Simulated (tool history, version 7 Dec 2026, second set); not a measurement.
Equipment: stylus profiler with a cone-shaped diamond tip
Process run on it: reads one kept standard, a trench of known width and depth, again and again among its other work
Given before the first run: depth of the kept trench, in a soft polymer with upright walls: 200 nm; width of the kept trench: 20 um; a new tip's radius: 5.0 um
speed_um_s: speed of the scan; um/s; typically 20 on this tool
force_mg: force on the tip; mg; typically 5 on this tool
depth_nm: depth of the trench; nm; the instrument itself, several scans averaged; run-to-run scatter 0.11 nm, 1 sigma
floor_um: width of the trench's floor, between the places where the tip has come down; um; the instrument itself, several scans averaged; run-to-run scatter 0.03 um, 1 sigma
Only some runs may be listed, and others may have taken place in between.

run	hour	speed_um_s	force_mg	depth_nm	floor_um
1	0	20	5	206.76	15.69
2	50	20	5	206.65	15.68
3	117.4	16	5	206.84	15.66
4	165.4	16	5	206.99	15.58
5	221.1	16	5	206.93	15.59
6	270.6	16	2.55	205.01	15.5
7	337.4	20	5	207.01	15.55
8	402.4	20	5	206.91	15.49
9	444.2	20	3.92	206.1	15.46
10	473.3	20	4.12	206.37	15.46
# hour 479.1: height scale calibrated on a step standard
11	524.4	20	4.12	206.76	15.43
12	593.6	71	4.12	206.95	15.24
# hour 634: height scale calibrated on a step standard, once more
13	636.5	20	1.93	202.77	15.33
14	666.1	20	1.93	202.65	15.29
15	712.3	20	14.8	210.63	15.36
16	780.2	20	1.67	202.68	15.24
17	816.7	20	5	205.13	15.26
18	873	20	2.07	203.12	15.25
19	926.6	20	2.07	203.09	15.21
20	956	20	7.27	206.73	15.21
21	1003.3	10	5.28	205.48	15.21
22	1033.9	8	2.24	203.38	15.19
23	1084	8	2.24	203.39	15.16
24	1123	23	3.27	204.24	15.07
# hour 1141.5: new tip fitted, height scale calibrated
25	1173.1	50	8.88	207.62	16.95
26	1221.1	16	7.98	206.95	17.05
27	1248.8	48	4.55	204.86	16.9
28	1314.9	54	2.45	203.31	16.75
29	1368.2	72	9.63	208.11	16.81
30	1411	72	9.63	208.22	16.71
31	1478.9	39	5	205.24	16.74
32	1523.9	39	5	205.3	16.71
33	1591	51	2.63	203.8	16.53
34	1625.8	51	2.63	203.66	16.51
35	1686.3	73	2.57	203.77	16.36
36	1714.5	73	2.57	204.02	16.29
37	1757	73	2.57	203.79	16.35
38	1801.2	73	2.57	203.85	16.3

For each run, the measured value with the value that run would have given without the tool's hidden condition subtracted. The run-to-run variation is shared by both, the gauge scatter possibly not:
Hidden state present: radius of the tip, um; height scale over the true one, %; drift of the gauge itself on depth_nm, %; drift of the gauge itself on floor_um, %.
run	depth_nm	floor_um
1	+1.55	-1.42
2	+1.59	-1.45
3	+1.65	-1.49
4	+1.69	-1.51
5	+1.74	-1.54
6	+1.76	-1.56
7	+1.83	-1.61
8	+1.88	-1.63
9	+1.91	-1.66
10	+1.94	-1.67
11	+2.28	-1.7
12	+2.35	-1.74
13	+0.05	-1.76
14	+0.07	-1.77
15	+0.12	-1.8
16	+0.16	-1.84
17	+0.2	-1.86
18	+0.25	-1.89
19	+0.28	-1.92
20	+0.31	-1.93
21	+0.35	-1.96
22	+0.37	-1.97
23	+0.42	-2
24	+0.46	-2.01
25	+0.07	-0.08
26	+0.1	-0.11
27	+0.13	-0.14
28	+0.17	-0.19
29	+0.23	-0.24
30	+0.27	-0.27
31	+0.32	-0.32
32	+0.35	-0.36
33	+0.4	-0.42
34	+0.43	-0.44
35	+0.48	-0.49
36	+0.51	-0.51
37	+0.54	-0.54
38	+0.58	-0.57
